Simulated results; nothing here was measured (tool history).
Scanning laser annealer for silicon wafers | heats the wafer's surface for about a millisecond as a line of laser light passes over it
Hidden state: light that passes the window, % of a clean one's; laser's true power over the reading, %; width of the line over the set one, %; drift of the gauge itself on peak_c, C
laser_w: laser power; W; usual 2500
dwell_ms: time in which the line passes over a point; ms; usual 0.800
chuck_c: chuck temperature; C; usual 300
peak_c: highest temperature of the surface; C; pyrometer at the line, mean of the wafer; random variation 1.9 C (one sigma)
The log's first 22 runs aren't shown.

run,hour,laser_w,dwell_ms,chuck_c,hours of work since the window was cleaned,hours of work since the power meter was calibrated,hours of work since the optics were aligned,peak_c
23,593.7,2519,0.800,300,715,1255,1267,1058
24,612.2,2519,0.800,300,728,1268,1280,1057
25,641.3,2342,0.800,300,748,1288,1300,990
# hour 657.2: optics aligned, line set to its width
26,664.9,2342,0.691,300,761,1301,5,946
27,696.9,2244,0.800,272,783,1323,28,941
28,725.8,2398,0.776,300,803,1343,48,1015
29,744.2,2500,0.800,335,816,1356,61,1101
# hour 754.4: window over the wafer cleaned
30,773.9,2500,0.800,263,14,1376,80,1061
31,804.7,2500,0.800,281,35,1397,101,1082
32,834.1,2500,0.800,281,56,1417,122,1076
33,852.5,2500,0.800,281,68,1430,135,1078
34,893.7,2500,0.800,281,97,1459,163,1076
35,916.2,2500,0.800,281,113,1475,179,1072
36,957.8,2500,0.800,281,142,1504,208,1075
37,999.0,2500,0.800,281,170,1532,237,1073

Forecast each of these 5 alternatives for the next run:
A,1020.4,2731,0.834,285,185,1547,252,?
B,1020.4,2516,0.630,267,185,1547,252,?
C,1020.4,2646,0.564,265,185,1547,252,?
D,1020.4,2448,0.800,296,185,1547,252,?
E,1020.4,2500,0.910,300,185,1547,252,?

run,peak_c
A,1195
B,964
C,955
D,1066
E,1154
Without the tool's hidden state the same runs would have given:
run,peak_c
A,1206
B,972
C,963
D,1075
E,1164
